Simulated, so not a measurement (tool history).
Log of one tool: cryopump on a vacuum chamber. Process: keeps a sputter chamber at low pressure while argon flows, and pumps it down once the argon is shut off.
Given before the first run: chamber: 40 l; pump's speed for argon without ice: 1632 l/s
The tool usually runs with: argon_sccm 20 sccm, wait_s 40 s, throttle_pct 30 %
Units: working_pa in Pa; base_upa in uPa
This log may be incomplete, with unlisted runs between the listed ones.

| run | hour | argon_sccm | wait_s | throttle_pct | working_pa | base_upa |
|---|---|---|---|---|---|---|
| 1 | 0 | 20 | 40 | 30 | 0.0738 | 2.54 |
| 2 | 32.8 | 20 | 40 | 30 | 0.0734 | 2.49 |
| 3 | 105.2 | 20 | 40 | 16 | 0.1347 | 2.46 |
| 4 | 166.5 | 20 | 40 | 16 | 0.1363 | 2.55 |
| 5 | 242 | 20 | 40 | 30 | 0.0762 | 2.57 |
| 6 | 284.8 | 20 | 40 | 30 | 0.0768 | 2.55 |
| 7 | 359.9 | 15 | 40 | 30 | 0.0577 | 2.62 |
| 8 | 403.7 | 15 | 40 | 30 | 0.0575 | 2.7 |
| 9 | 448.2 | 15 | 40 | 30 | 0.0582 | 2.62 |
| 10 | 487.5 | 15 | 40 | 30 | 0.0584 | 2.73 |
| 11 | 530.7 | 10 | 40 | 30 | 0.0391 | 2.71 |
| 12 | 596 | 10 | 40 | 30 | 0.0388 | 2.74 |
| 13 | 643.4 | 20 | 40 | 30 | 0.0782 | 2.69 |
| 14 | 674.9 | 20 | 40 | 30 | 0.0786 | 2.7 |
| 15 | 710.2 | 15 | 40 | 30 | 0.0598 | 2.86 |
| 16 | 751.1 | 30 | 40 | 30 | 0.1187 | 2.75 |
|  | 789.2 | pump warmed up, emptied and cooled again |
| 17 | 789.2 | 30 | 40 | 30 | 0.1041 | 2.48 |
| 18 | 826.1 | 30 | 40 | 30 | 0.1038 | 2.56 |
| 19 | 894.2 | 30 | 40 | 30 | 0.1057 | 2.58 |
| 20 | 953 | 30 | 40 | 30 | 0.1051 | 2.53 |
| 21 | 1026.3 | 11 | 39 | 30 | 0.039 | 2.6 |
| 22 | 1056.8 | 11 | 39 | 30 | 0.0386 | 2.63 |
| 23 | 1088 | 20 | 40 | 19 | 0.1109 | 2.61 |
| 24 | 1142.6 | 17 | 288 | 25 | 0.0714 | 0.86 |
| 25 | 1209.9 | 17 | 288 | 25 | 0.0722 | 0.91 |
| 26 | 1276.3 | 13 | 177 | 41 | 0.0352 | 1.08 |
| 27 | 1331.1 | 15 | 130 | 48 | 0.0348 | 1.29 |
| 28 | 1397.4 | 15 | 130 | 15 | 0.1061 | 1.23 |
| 29 | 1445 | 15 | 130 | 15 | 0.1059 | 1.29 |
| 30 | 1505.5 | 24 | 130 | 49 | 0.0556 | 1.29 |
| 31 | 1559.3 | 24 | 130 | 49 | 0.0561 | 1.3 |
| 32 | 1605.1 | 22 | 40 | 51 | 0.0491 | 2.79 |
| 33 | 1670.2 | 11 | 156 | 51 | 0.0255 | 1.26 |

5 ways to go on from here, each from the tool as it stands after run 33. What would each give?
| A | 1740.5 | 11 | 115 | 35 | ? | ? |
| B | 1740.5 | 20 | 22 | 36 | ? | ? |
| C | 1740.5 | 13 | 40 | 41 | ? | ? |
| D | 1740.5 | 20 | 40 | 39 | ? | ? |
| E | 1740.5 | 17 | 21 | 37 | ? | ? |

| run | working_pa | base_upa |
|---|---|---|
| A | 0.0353 | 1.45 |
| B | 0.0626 | 4.35 |
| C | 0.0358 | 2.7 |
| D | 0.0576 | 2.74 |
| E | 0.0526 | 4.5 |
With the hidden condition removed and each run's random variation left untouched, the same runs would have given:
| run | working_pa | base_upa |
|---|---|---|
| A | 0.0324 | 0.86 |
| B | 0.0573 | 3.76 |
| C | 0.0324 | 2.13 |
| D | 0.0524 | 2.16 |
| E | 0.0482 | 3.92 |
